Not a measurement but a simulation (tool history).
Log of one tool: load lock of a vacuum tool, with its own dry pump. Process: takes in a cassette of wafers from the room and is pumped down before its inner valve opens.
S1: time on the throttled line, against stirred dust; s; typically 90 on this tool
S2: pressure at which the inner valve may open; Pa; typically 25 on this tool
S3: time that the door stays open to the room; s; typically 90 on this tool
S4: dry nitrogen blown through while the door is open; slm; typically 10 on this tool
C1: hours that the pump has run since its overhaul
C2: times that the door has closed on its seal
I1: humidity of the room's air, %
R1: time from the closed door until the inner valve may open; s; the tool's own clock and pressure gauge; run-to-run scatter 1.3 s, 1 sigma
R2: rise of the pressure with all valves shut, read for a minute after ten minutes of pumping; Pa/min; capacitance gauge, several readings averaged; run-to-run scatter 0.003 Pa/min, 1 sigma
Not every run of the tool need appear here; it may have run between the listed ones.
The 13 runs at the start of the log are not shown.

run    hour   S1  S2   S3  S4     C1    C2    I1     R1     R2
 14   784.6   90  25   90   4   8725  3096  44.0  218.5  0.030
 15   834.4   90  25   90   4   8775  3242  46.0  219.3  0.038
 16   906.3  121  25   90   4   8847  3454  44.6  242.2  0.037
 17   957.5  121  25   90   4   8898  3605  44.7  242.9  0.033
 18  1011.5  121  25   90   4   8952  3764  44.8  242.7  0.035
 19  1069.3  121  25   90   4   9010  3935  46.4  240.0  0.044
 20  1115.1  121  25   41   6   9056  4070  47.2  240.0  0.025
 21  1151.6  121  41   41   9   9092  4178  44.3  233.6  0.027
 22  1209.6   58  41   41  17   9150  4349  43.9  185.5  0.027
 23  1293.3   58  22   30  17   9234  4595  44.0  197.7  0.021
 24  1376.9   58  22   30  17   9318  4842  44.6  196.1  0.024
 25  1442.4   58  22   30  17   9383  5035  47.7  197.5  0.022
 26  1507.3   58  41   44  40   9448  5226  46.8  185.7  0.020
 27  1582.2   58  41   63  13   9523  5447  44.8  185.6  0.033
 28  1663.6  174  41  113  25   9604  5687  47.7  272.8  0.032
 29  1743.9  150  33  113  25   9685  5924  45.5  257.7  0.033
 30  1815.8   90  25   40  10   9756  6136  47.1  220.1  0.034
 31  1897.5   90  25   70  10   9838  6376  46.2  220.7  0.034
 32  1979.0   59  29   70  14   9920  6617  42.9  191.7  0.034
 33  2017.5   71  20  133  32   9958  6730  43.6  211.7  0.027
 34  2062.0   71  20  133  32  10003  6862  46.5  209.5  0.034
 35  2098.7   66  25   90  10  10039  6970  46.4  201.0  0.038
 36  2179.2   66  25   90  21  10120  7207  43.3  200.7  0.039
 37  2268.0   90  25   30   8  10209  7469  44.9  219.7  0.033
 38  2352.1   90  25   30   8  10293  7717  49.8  220.7  0.038

Consider 3 possible next runs. They are alternatives, not a sequence: every one starts from the tool as it was left by run 38. What does each give?
  A  2421.4  90  29  111  10  10362  7921  42.8   ?   ?
  B  2421.4  90  22   82   8  10362  7921  45.1   ?   ?
  C  2421.4  90  26  109  32  10362  7921  42.6   ?   ?

run     R1     R2
  A  216.9  0.046
  B  222.6  0.041
  C  222.4  0.035
Had the tool no hidden state, the same runs would have come out as:
run     R1     R2
  A  207.2  0.022
  B  212.5  0.017
  C  212.4  0.011
